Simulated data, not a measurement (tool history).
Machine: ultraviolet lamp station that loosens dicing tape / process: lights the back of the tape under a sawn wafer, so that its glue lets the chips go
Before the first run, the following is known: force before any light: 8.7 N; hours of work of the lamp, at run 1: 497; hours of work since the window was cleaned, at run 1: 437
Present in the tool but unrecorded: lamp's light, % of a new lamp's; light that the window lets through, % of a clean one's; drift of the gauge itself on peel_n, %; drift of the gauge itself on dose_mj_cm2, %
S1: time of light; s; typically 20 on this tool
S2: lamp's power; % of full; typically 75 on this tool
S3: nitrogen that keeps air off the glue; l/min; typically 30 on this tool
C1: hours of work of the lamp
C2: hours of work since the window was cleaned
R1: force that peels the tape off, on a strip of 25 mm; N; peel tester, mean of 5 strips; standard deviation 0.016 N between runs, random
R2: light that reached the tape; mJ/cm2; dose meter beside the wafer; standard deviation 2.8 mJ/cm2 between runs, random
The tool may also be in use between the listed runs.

| run | hour | S1 | S2 | S3 | C1 | C2 | R1 | R2 |
|---|---|---|---|---|---|---|---|---|
| 1 | 0 | 20 | 75 | 30 | 497 | 437 | 1.44 | 291 |
| 2 | 29.2 | 20 | 75 | 30 | 516 | 456 | 1.441 | 289 |
| 3 | 61.4 | 20 | 85 | 30 | 536 | 477 | 1.183 | 323 |
| 4 | 113.2 | 20 | 85 | 30 | 570 | 510 | 1.239 | 313 |
| 5 | 165.5 | 20 | 75 | 30 | 604 | 544 | 1.595 | 273 |
|  | 200.1 | window cleaned of glue's vapour |
| 6 | 220.2 | 20 | 75 | 30 | 639 | 13 | 1.245 | 320 |
| 7 | 266.4 | 20 | 75 | 30 | 669 | 43 | 1.217 | 316 |
| 8 | 291.8 | 20 | 75 | 30 | 686 | 59 | 1.277 | 315 |
| 9 | 341.4 | 20 | 75 | 30 | 718 | 92 | 1.327 | 308 |
| 10 | 378 | 36 | 62 | 30 | 741 | 115 | 0.624 | 442 |
| 11 | 433.9 | 36 | 62 | 30 | 778 | 152 | 0.63 | 437 |
| 12 | 457.1 | 20 | 79 | 30 | 793 | 167 | 1.354 | 301 |
| 13 | 488.6 | 21 | 71 | 30 | 813 | 187 | 1.513 | 283 |
| 14 | 540 | 11 | 60 | 46 | 846 | 220 | 3.624 | 118 |
| 15 | 587.9 | 11 | 60 | 34 | 878 | 251 | 4.088 | 120 |
| 16 | 630.6 | 22 | 75 | 48 | 905 | 279 | 1.151 | 294 |
| 17 | 656.6 | 20 | 75 | 10 | 922 | 296 | 2.791 | 264 |
| 18 | 706.1 | 20 | 75 | 10 | 954 | 328 | 2.786 | 250 |

For some of the steps in R1 from one run to the next: how much would appear even if the tool had no hidden state, given the settings, what came in and random variation, and how much remains for the hidden state plus any gauge scatter that the measured result and the result without hidden state don't share?
Run 15 -> 16: S1 11 -> 22, S2 60 -> 75, S3 34 -> 48. R1 -2.937 N: hidden state -0.572, all else -2.365.
